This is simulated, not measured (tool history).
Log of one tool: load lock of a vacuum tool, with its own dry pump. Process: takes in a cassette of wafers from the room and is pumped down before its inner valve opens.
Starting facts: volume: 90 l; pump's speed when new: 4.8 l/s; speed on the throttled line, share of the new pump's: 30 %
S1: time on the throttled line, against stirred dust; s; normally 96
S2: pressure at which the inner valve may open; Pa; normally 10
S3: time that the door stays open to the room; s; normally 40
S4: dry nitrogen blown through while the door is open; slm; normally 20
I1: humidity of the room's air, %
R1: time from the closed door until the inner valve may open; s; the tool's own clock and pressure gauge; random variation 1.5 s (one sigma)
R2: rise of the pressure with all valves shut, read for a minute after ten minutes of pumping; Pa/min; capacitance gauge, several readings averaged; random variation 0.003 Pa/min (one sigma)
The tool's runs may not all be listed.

{"run": 1, "hour": 0.0, "S1": 96, "S2": 10, "S3": 40, "S4": 20, "I1": 45.2, "R1": 246.4, "R2": 0.097}
{"run": 2, "hour": 47.6, "S1": 96, "S2": 10, "S3": 40, "S4": 20, "I1": 45.1, "R1": 246.6, "R2": 0.096}
{"run": 3, "hour": 131.7, "S1": 96, "S2": 10, "S3": 40, "S4": 20, "I1": 45.0, "R1": 246.3, "R2": 0.092}
{"run": 4, "hour": 202.8, "S1": 96, "S2": 10, "S3": 40, "S4": 20, "I1": 45.2, "R1": 250.0, "R2": 0.097}
{"run": 5, "hour": 288.6, "S1": 115, "S2": 10, "S3": 40, "S4": 20, "I1": 44.5, "R1": 259.9, "R2": 0.098}
{"run": 6, "hour": 382.3, "S1": 115, "S2": 10, "S3": 40, "S4": 20, "I1": 44.6, "R1": 259.4, "R2": 0.102}
{"run": 7, "hour": 446.6, "S1": 96, "S2": 13, "S3": 40, "S4": 20, "I1": 42.7, "R1": 243.2, "R2": 0.104}
{"run": 8, "hour": 521.8, "S1": 96, "S2": 13, "S3": 40, "S4": 20, "I1": 43.6, "R1": 242.9, "R2": 0.1}
{"run": 9, "hour": 605.5, "S1": 96, "S2": 13, "S3": 40, "S4": 20, "I1": 45.7, "R1": 240.9, "R2": 0.109}
{"run": 10, "hour": 688.9, "S1": 96, "S2": 10, "S3": 67, "S4": 20, "I1": 39.9, "R1": 246.3, "R2": 0.109}
{"run": 11, "hour": 753.4, "S1": 96, "S2": 10, "S3": 34, "S4": 20, "I1": 43.3, "R1": 246.4, "R2": 0.113}
{"run": 12, "hour": 833.0, "S1": 96, "S2": 10, "S3": 34, "S4": 20, "I1": 46.2, "R1": 250.0, "R2": 0.115}
{"run": 13, "hour": 896.4, "S1": 96, "S2": 10, "S3": 34, "S4": 20, "I1": 46.4, "R1": 249.0, "R2": 0.117}
{"run": 14, "hour": 992.7, "S1": 96, "S2": 10, "S3": 40, "S4": 20, "I1": 45.9, "R1": 248.6, "R2": 0.119}
{"run": 15, "hour": 1075.4, "S1": 96, "S2": 8, "S3": 40, "S4": 20, "I1": 46.0, "R1": 251.5, "R2": 0.118}
{"run": 16, "hour": 1151.0, "S1": 96, "S2": 9, "S3": 40, "S4": 20, "I1": 44.0, "R1": 251.6, "R2": 0.109}
{"run": 17, "hour": 1245.3, "S1": 96, "S2": 9, "S3": 40, "S4": 20, "I1": 47.7, "R1": 251.0, "R2": 0.122}
{"run": 18, "hour": 1317.1, "S1": 96, "S2": 9, "S3": 57, "S4": 20, "I1": 43.1, "R1": 252.6, "R2": 0.122}
{"run": 19, "hour": 1373.6, "S1": 96, "S2": 10, "S3": 40, "S4": 20, "I1": 46.3, "R1": 252.3, "R2": 0.119}
{"run": 20, "hour": 1454.4, "S1": 66, "S2": 9, "S3": 39, "S4": 12, "I1": 43.7, "R1": 228.4, "R2": 0.129}
{"run": 21, "hour": 1526.2, "S1": 69, "S2": 8, "S3": 150, "S4": 12, "I1": 43.9, "R1": 235.4, "R2": 0.14}
{"run": 22, "hour": 1571.6, "S1": 53, "S2": 8, "S3": 61, "S4": 18, "I1": 47.7, "R1": 226.5, "R2": 0.129}
{"run": 23, "hour": 1663.5, "S1": 115, "S2": 10, "S3": 48, "S4": 20, "I1": 44.7, "R1": 264.0, "R2": 0.133}
{"run": 24, "hour": 1724.5, "S1": 115, "S2": 10, "S3": 48, "S4": 20, "I1": 45.8, "R1": 264.7, "R2": 0.127}
{"run": 25, "hour": 1806.8, "S1": 52, "S2": 10, "S3": 48, "S4": 20, "I1": 43.0, "R1": 221.4, "R2": 0.129}
{"run": 26, "hour": 1864.2, "S1": 52, "S2": 10, "S3": 48, "S4": 20, "I1": 42.9, "R1": 221.5, "R2": 0.139}
{"run": 27, "hour": 1926.4, "S1": 52, "S2": 10, "S3": 48, "S4": 20, "I1": 46.9, "R1": 223.3, "R2": 0.137}
{"run": 28, "hour": 2013.5, "S1": 52, "S2": 10, "S3": 48, "S4": 7, "I1": 44.2, "R1": 220.7, "R2": 0.147}
{"run": 29, "hour": 2072.0, "S1": 52, "S2": 10, "S3": 48, "S4": 7, "I1": 44.5, "R1": 223.8, "R2": 0.151}
{"run": 30, "hour": 2121.0, "S1": 52, "S2": 10, "S3": 40, "S4": 5, "I1": 47.3, "R1": 220.6, "R2": 0.148}
{"run": 31, "hour": 2175.9, "S1": 79, "S2": 8, "S3": 213, "S4": 34, "I1": 45.5, "R1": 245.0, "R2": 0.148}
{"run": 32, "hour": 2271.8, "S1": 96, "S2": 18, "S3": 34, "S4": 9, "I1": 47.4, "R1": 238.9, "R2": 0.153}
{"run": 33, "hour": 2343.2, "S1": 96, "S2": 15, "S3": 40, "S4": 29, "I1": 47.4, "R1": 243.4, "R2": 0.151}
{"run": 34, "hour": 2393.1, "S1": 96, "S2": 15, "S3": 30, "S4": 29, "I1": 45.5, "R1": 243.9, "R2": 0.146}
{"run": 35, "hour": 2451.2, "S1": 96, "S2": 10, "S3": 41, "S4": 20, "I1": 49.3, "R1": 252.2, "R2": 0.152}
{"run": 36, "hour": 2542.6, "S1": 96, "S2": 10, "S3": 41, "S4": 20, "I1": 49.9, "R1": 251.4, "R2": 0.157}
{"run": 37, "hour": 2599.5, "S1": 96, "S2": 10, "S3": 40, "S4": 11, "I1": 45.9, "R1": 255.5, "R2": 0.164}

What if the next run were any one of these 3? Each begins from the tool's condition after run 37:
{"run": "A", "hour": 2650.3, "S1": 146, "S2": 13, "S3": 40, "S4": 41, "I1": 42.9, "R1": "?", "R2": "?"}
{"run": "B", "hour": 2650.3, "S1": 96, "S2": 7, "S3": 40, "S4": 21, "I1": 43.3, "R1": "?", "R2": "?"}
{"run": "C", "hour": 2650.3, "S1": 113, "S2": 10, "S3": 64, "S4": 11, "I1": 47.3, "R1": "?", "R2": "?"}

run=A R1=284.2 R2=0.145
run=B R1=261.4 R2=0.153
run=C R1=266.2 R2=0.164
What these runs would have given with no unlogged condition in the tool:
run=A R1=273.4 R2=0.009
run=B R1=248.3 R2=0.017
run=C R1=254.2 R2=0.027

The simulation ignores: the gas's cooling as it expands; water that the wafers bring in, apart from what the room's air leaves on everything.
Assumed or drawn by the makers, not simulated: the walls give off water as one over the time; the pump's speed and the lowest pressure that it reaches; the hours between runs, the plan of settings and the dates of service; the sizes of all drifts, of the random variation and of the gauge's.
